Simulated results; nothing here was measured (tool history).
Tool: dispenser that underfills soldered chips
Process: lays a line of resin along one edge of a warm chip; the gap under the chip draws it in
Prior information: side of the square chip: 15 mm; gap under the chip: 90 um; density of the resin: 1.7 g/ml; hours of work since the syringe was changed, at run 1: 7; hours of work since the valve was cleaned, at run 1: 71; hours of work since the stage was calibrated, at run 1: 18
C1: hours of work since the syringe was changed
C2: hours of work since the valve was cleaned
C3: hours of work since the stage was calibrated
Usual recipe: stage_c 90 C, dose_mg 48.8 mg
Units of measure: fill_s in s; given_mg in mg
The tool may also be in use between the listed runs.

run 1 hour=0.0 | stage_c=90 dose_mg=48.8 | C1=7 C2=71 C3=18 | fill_s=145.4 given_mg=47.28
-- hour=4.0 new syringe of resin
run 2 hour=5.6 | stage_c=90 dose_mg=48.8 | C1=1 C2=75 C3=21 | fill_s=123.5 given_mg=47.77
run 3 hour=9.9 | stage_c=90 dose_mg=50.9 | C1=4 C2=77 C3=24 | fill_s=132.1 given_mg=49.53
run 4 hour=14.1 | stage_c=90 dose_mg=50.9 | C1=7 C2=80 C3=27 | fill_s=144.1 given_mg=49.53
-- hour=19.3 new syringe of resin
run 5 hour=20.1 | stage_c=90 dose_mg=50.9 | C1=0 C2=84 C3=30 | fill_s=121.6 given_mg=49.43
run 6 hour=25.0 | stage_c=77 dose_mg=48.8 | C1=4 C2=87 C3=34 | fill_s=214.2 given_mg=47.57
run 7 hour=31.2 | stage_c=90 dose_mg=48.8 | C1=8 C2=91 C3=38 | fill_s=152.3 given_mg=47.48
-- hour=34.7 new syringe of resin
run 8 hour=39.9 | stage_c=90 dose_mg=54.2 | C1=3 C2=97 C3=43 | fill_s=129.9 given_mg=52.46
run 9 hour=46.4 | stage_c=82 dose_mg=48.8 | C1=8 C2=101 C3=47 | fill_s=206.0 given_mg=47.14
-- hour=49.8 new syringe of resin
run 10 hour=55.5 | stage_c=82 dose_mg=48.8 | C1=4 C2=107 C3=53 | fill_s=184.0 given_mg=47.07
run 11 hour=64.3 | stage_c=82 dose_mg=62.5 | C1=9 C2=112 C3=59 | fill_s=213.3 given_mg=59.93
-- hour=65.2 new syringe of resin
run 12 hour=70.2 | stage_c=90 dose_mg=46.6 | C1=3 C2=116 C3=62 | fill_s=135.2 given_mg=44.73
run 13 hour=74.9 | stage_c=90 dose_mg=48.8 | C1=6 C2=119 C3=65 | fill_s=145.5 given_mg=46.96
-- hour=80.5 new syringe of resin
run 14 hour=82.8 | stage_c=90 dose_mg=48.8 | C1=1 C2=124 C3=70 | fill_s=123.9 given_mg=47.04
run 15 hour=89.5 | stage_c=90 dose_mg=61.8 | C1=6 C2=128 C3=75 | fill_s=137.1 given_mg=59.30
run 16 hour=93.7 | stage_c=90 dose_mg=61.8 | C1=9 C2=131 C3=77 | fill_s=149.0 given_mg=59.21
-- hour=96.3 new syringe of resin
run 17 hour=99.6 | stage_c=81 dose_mg=61.8 | C1=2 C2=135 C3=81 | fill_s=171.0 given_mg=59.13
-- hour=104.6 dispensing valve cleaned and set on the balance
run 18 hour=106.9 | stage_c=90 dose_mg=48.8 | C1=6 C2=2 C3=85 | fill_s=143.1 given_mg=48.66
run 19 hour=111.5 | stage_c=90 dose_mg=48.8 | C1=9 C2=5 C3=88 | fill_s=160.4 given_mg=48.65
-- hour=112.5 new syringe of resin
run 20 hour=116.8 | stage_c=77 dose_mg=46.3 | C1=3 C2=8 C3=91 | fill_s=209.6 given_mg=46.28
run 21 hour=122.1 | stage_c=103 dose_mg=46.3 | C1=6 C2=11 C3=95 | fill_s=94.2 given_mg=46.32
-- hour=127.8 new syringe of resin
run 22 hour=130.0 | stage_c=76 dose_mg=55.5 | C1=1 C2=16 C3=100 | fill_s=214.6 given_mg=55.17
run 23 hour=137.3 | stage_c=98 dose_mg=60.1 | C1=6 C2=21 C3=105 | fill_s=109.6 given_mg=59.81
-- hour=143.3 new syringe of resin
run 24 hour=143.3 | stage_c=79 dose_mg=58.2 | C1=0 C2=25 C3=108 | fill_s=177.6 given_mg=57.73
run 25 hour=151.6 | stage_c=79 dose_mg=58.2 | C1=5 C2=30 C3=114 | fill_s=212.3 given_mg=57.55
-- hour=159.0 new syringe of resin
run 26 hour=160.4 | stage_c=80 dose_mg=59.7 | C1=1 C2=35 C3=119 | fill_s=173.3 given_mg=58.76
run 27 hour=167.9 | stage_c=82 dose_mg=51.5 | C1=6 C2=40 C3=124 | fill_s=192.9 given_mg=50.45
-- hour=174.6 new syringe of resin
run 28 hour=177.0 | stage_c=82 dose_mg=51.5 | C1=2 C2=46 C3=130 | fill_s=168.1 given_mg=50.38
run 29 hour=182.3 | stage_c=82 dose_mg=51.5 | C1=5 C2=50 C3=133 | fill_s=182.2 given_mg=50.36
run 30 hour=187.0 | stage_c=100 dose_mg=43.4 | C1=8 C2=53 C3=136 | fill_s=111.3 given_mg=42.63
-- hour=189.9 new syringe of resin
run 31 hour=196.1 | stage_c=100 dose_mg=43.4 | C1=4 C2=58 C3=142 | fill_s=99.0 given_mg=42.45
run 32 hour=203.9 | stage_c=100 dose_mg=63.3 | C1=9 C2=63 C3=147 | fill_s=108.6 given_mg=62.20
-- hour=205.6 new syringe of resin
run 33 hour=211.2 | stage_c=89 dose_mg=52.5 | C1=4 C2=68 C3=152 | fill_s=139.7 given_mg=50.93
run 34 hour=216.7 | stage_c=89 dose_mg=52.5 | C1=7 C2=72 C3=155 | fill_s=155.0 given_mg=50.90
-- hour=221.0 new syringe of resin
run 35 hour=222.5 | stage_c=89 dose_mg=52.5 | C1=1 C2=75 C3=159 | fill_s=130.2 given_mg=50.97
run 36 hour=229.7 | stage_c=89 dose_mg=57.9 | C1=6 C2=80 C3=164 | fill_s=146.1 given_mg=56.27
run 37 hour=233.9 | stage_c=89 dose_mg=57.9 | C1=8 C2=83 C3=166 | fill_s=162.5 given_mg=56.15

Each row is a separate what-if for the run after 37, all from the same tool condition, not one after another. Results?
-- hour=236.6 new syringe of resin
run A hour=243.3 | stage_c=103 dose_mg=54.3 | C1=4 C2=88 C3=172 | fill_s=? given_mg=?
-- hour=236.6 new syringe of resin
run B hour=243.3 | stage_c=90 dose_mg=60.7 | C1=4 C2=88 C3=172 | fill_s=? given_mg=?
-- hour=236.6 new syringe of resin
run C hour=243.3 | stage_c=104 dose_mg=61.6 | C1=4 C2=88 C3=172 | fill_s=? given_mg=?

run=A fill_s=85.9 given_mg=52.61
run=B fill_s=132.7 given_mg=58.75
run=C fill_s=82.3 given_mg=59.51
Take away the tool's hidden state, keep each run's random variation, and the runs would have read:
run=A fill_s=73.4 given_mg=54.33
run=B fill_s=113.3 given_mg=60.68
run=C fill_s=70.6 given_mg=61.47
